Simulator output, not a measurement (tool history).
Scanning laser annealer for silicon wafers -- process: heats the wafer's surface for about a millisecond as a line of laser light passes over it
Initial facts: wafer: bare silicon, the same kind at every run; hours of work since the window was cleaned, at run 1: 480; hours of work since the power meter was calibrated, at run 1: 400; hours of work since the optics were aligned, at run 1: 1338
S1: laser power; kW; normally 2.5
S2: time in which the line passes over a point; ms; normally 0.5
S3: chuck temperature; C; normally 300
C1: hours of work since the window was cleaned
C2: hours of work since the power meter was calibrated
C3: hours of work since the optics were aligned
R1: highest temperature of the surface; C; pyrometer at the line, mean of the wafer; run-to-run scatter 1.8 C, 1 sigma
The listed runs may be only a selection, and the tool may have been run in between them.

run     day     S1     S2   S3   C1   C2    C3    R1
  1       0    2.5    0.5  300  480  400  1338  1067
  2   0.725    2.5    0.5  300  488  409  1346  1065
  3   1.575    2.5    0.5  300  498  418  1356  1067
  4   2.754    2.5    0.5  300  512  432  1369  1064
  5   4.017    2.5    0.5  300  526  446  1384  1065
  6   4.771    2.5    0.5  300  534  455  1392  1067
  7   5.771    2.5    0.5  300  546  466  1404  1068
  8   6.362    2.5    0.5  300  553  473  1410  1068
  9   7.575    2.5    0.5  300  566  487  1424  1065
 10   8.121    2.5    0.5  300  573  493  1430  1068
 11   9.388  2.659  0.353  315  587  507  1445   983
 12  10.192  2.659  0.353  315  596  516  1454   986
 13  10.771  2.514  0.353  327  603  523  1461   961
 14  11.883  2.468  0.404  327  615  536  1473   997
 15  13.042  2.391   0.61  300  629  549  1486  1114
 16  13.958  2.169    0.5  300  639  559  1497   962
 17  14.833  2.169    0.5  300  649  569  1507   957
 18  15.488  2.169  0.556  300  656  577  1514  1001
 19  16.671    2.5  0.368  307  670  590  1528   950
 20  17.233    2.5  0.355  263  676  596  1534   896

Predict each of these 4 candidate next runs independently; none follows another, all start after run 20:
  A  18.458   2.22    0.5  300  690  610  1548   ?
  B  18.458  2.652  0.439  326  690  610  1548   ?
  C  18.458  2.629  0.445  314  690  610  1548   ?
  D  18.458   2.66  0.574  263  690  610  1548   ?

run    R1
  A   974
  B  1082
  C  1066
  D  1146
Take away the tool's hidden state, keep each run's random variation, and the runs would have read:
run    R1
  A   975
  B  1082
  C  1067
  D  1147

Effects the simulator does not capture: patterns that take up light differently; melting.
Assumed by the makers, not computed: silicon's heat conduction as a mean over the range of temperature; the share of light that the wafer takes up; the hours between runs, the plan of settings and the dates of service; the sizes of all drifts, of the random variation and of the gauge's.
